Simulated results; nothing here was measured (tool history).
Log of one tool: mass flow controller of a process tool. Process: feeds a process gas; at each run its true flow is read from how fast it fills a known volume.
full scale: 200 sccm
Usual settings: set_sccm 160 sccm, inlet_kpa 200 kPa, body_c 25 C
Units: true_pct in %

{"run": 1, "hour": 0.0, "set_sccm": 160, "inlet_kpa": 200, "body_c": 25, "true_pct": 98.46}
{"run": 2, "hour": 276.8, "set_sccm": 160, "inlet_kpa": 200, "body_c": 25, "true_pct": 98.42}
{"run": 3, "hour": 521.5, "set_sccm": 160, "inlet_kpa": 200, "body_c": 25, "true_pct": 98.34}
{"run": 4, "hour": 860.8, "set_sccm": 160, "inlet_kpa": 200, "body_c": 25, "true_pct": 98.27}
{"run": 5, "hour": 1214.3, "set_sccm": 160, "inlet_kpa": 200, "body_c": 25, "true_pct": 98.15}
{"run": 6, "hour": 1536.6, "set_sccm": 160, "inlet_kpa": 142, "body_c": 25, "true_pct": 98.46}

Run 7 comes next. What will it give?
{"run": 7, "hour": 1893.8, "set_sccm": 59, "inlet_kpa": 203, "body_c": 37, "true_pct": "?"}

{"run 7": {"true_pct": 94.42}}
Without the tool's hidden state the same run would have given true_pct 96.85 %.
